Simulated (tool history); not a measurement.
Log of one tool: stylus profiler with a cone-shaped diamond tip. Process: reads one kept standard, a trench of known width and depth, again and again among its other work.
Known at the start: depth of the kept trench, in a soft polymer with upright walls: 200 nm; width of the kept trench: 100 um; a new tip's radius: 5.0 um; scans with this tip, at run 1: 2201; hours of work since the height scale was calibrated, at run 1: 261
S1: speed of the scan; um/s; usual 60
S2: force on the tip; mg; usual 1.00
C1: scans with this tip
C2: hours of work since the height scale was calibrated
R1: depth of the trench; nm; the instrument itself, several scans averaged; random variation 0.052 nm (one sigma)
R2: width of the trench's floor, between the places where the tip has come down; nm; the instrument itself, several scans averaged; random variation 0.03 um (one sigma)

| run | hour | S1 | S2 | C1 | C2 | R1 | R2 |
|---|---|---|---|---|---|---|---|
| 1 | 0.0 | 60 | 1.00 | 2201 | 261 | 201.40 | 96840 |
| 2 | 12.5 | 60 | 1.00 | 2267 | 268 | 201.44 | 96830 |
| 3 | 27.8 | 60 | 1.00 | 2349 | 278 | 201.35 | 96870 |
| 4 | 34.9 | 60 | 1.00 | 2387 | 283 | 201.45 | 96860 |
| 5 | 42.8 | 60 | 1.00 | 2428 | 287 | 201.34 | 96810 |
| 6 | 56.0 | 60 | 1.00 | 2499 | 296 | 201.35 | 96900 |
| 7 | 71.0 | 60 | 1.00 | 2578 | 305 | 201.42 | 96820 |
| 8 | 86.4 | 60 | 1.00 | 2660 | 315 | 201.42 | 96810 |
| 9 | 99.9 | 60 | 1.00 | 2732 | 323 | 201.34 | 96840 |
| 10 | 111.7 | 51 | 1.00 | 2795 | 331 | 201.36 | 96800 |
| 11 | 123.8 | 60 | 1.00 | 2859 | 338 | 201.28 | 96820 |
| 12 | 137.4 | 60 | 1.00 | 2931 | 347 | 201.39 | 96810 |
| 13 | 152.2 | 60 | 0.69 | 3010 | 356 | 201.05 | 96770 |
| 14 | 162.0 | 60 | 0.69 | 3062 | 363 | 201.06 | 96740 |
| 15 | 171.1 | 60 | 1.00 | 3111 | 368 | 201.39 | 96820 |
| 16 | 183.9 | 65 | 1.00 | 3179 | 376 | 201.31 | 96760 |
| 17 | 193.2 | 65 | 1.00 | 3228 | 382 | 201.37 | 96810 |
| 18 | 207.1 | 170 | 1.00 | 3302 | 391 | 201.26 | 96440 |
| 19 | 219.6 | 170 | 1.00 | 3369 | 399 | 201.37 | 96410 |
| 20 | 232.4 | 170 | 1.00 | 3437 | 407 | 201.30 | 96380 |
| 21 | 246.3 | 170 | 1.00 | 3510 | 416 | 201.26 | 96360 |
| 22 | 253.6 | 60 | 1.22 | 3549 | 420 | 201.59 | 96770 |
| 23 | 260.0 | 60 | 1.22 | 3583 | 424 | 201.44 | 96750 |
| 24 | 267.6 | 60 | 1.22 | 3624 | 429 | 201.49 | 96740 |
| 25 | 282.6 | 28 | 0.77 | 3703 | 438 | 201.14 | 96840 |
| 26 | 292.4 | 28 | 0.77 | 3756 | 445 | 201.14 | 96820 |
| 27 | 306.1 | 94 | 1.00 | 3829 | 453 | 201.33 | 96650 |
| 28 | 317.6 | 94 | 1.00 | 3890 | 460 | 201.21 | 96620 |
| 29 | 326.1 | 18 | 1.00 | 3935 | 466 | 201.34 | 96830 |
| 30 | 338.3 | 18 | 0.41 | 4000 | 474 | 200.68 | 96810 |
| 31 | 344.7 | 26 | 2.35 | 4033 | 478 | 202.41 | 96900 |
| 32 | 357.1 | 60 | 0.34 | 4099 | 485 | 200.54 | 96590 |
| 33 | 364.9 | 60 | 0.34 | 4141 | 490 | 200.64 | 96560 |
| 34 | 379.3 | 70 | 0.65 | 4218 | 499 | 200.89 | 96650 |
| 35 | 389.4 | 239 | 1.14 | 4271 | 506 | 201.38 | 96200 |
| 36 | 400.5 | 155 | 0.61 | 4330 | 513 | 200.96 | 96220 |
| 37 | 414.6 | 133 | 0.36 | 4405 | 522 | 200.66 | 96220 |
| 38 | 424.2 | 16 | 0.43 | 4456 | 528 | 200.76 | 96760 |
| 39 | 437.8 | 46 | 0.99 | 4529 | 536 | 201.31 | 96720 |
| 40 | 445.3 | 48 | 0.81 | 4568 | 541 | 201.07 | 96720 |
| 41 | 457.5 | 48 | 0.81 | 4633 | 549 | 201.02 | 96770 |
| 42 | 471.3 | 48 | 2.42 | 4707 | 557 | 202.44 | 96760 |
| 43 | 483.3 | 48 | 2.42 | 4770 | 565 | 202.39 | 96770 |
| 44 | 494.6 | 136 | 1.00 | 4830 | 572 | 201.33 | 96420 |
| 45 | 503.2 | 136 | 1.00 | 4876 | 577 | 201.21 | 96410 |
| 46 | 512.8 | 68 | 1.55 | 4927 | 583 | 201.72 | 96660 |

Run 47 comes next. What will it give?
| 47 | 523.8 | 68 | 1.55 | 4986 | 590 | ? | ? |

R1: 201.78 nm
R2: 96680 nm
Without the tool's hidden state the same run would have given R1 201.88 nm, R2 97030 nm.
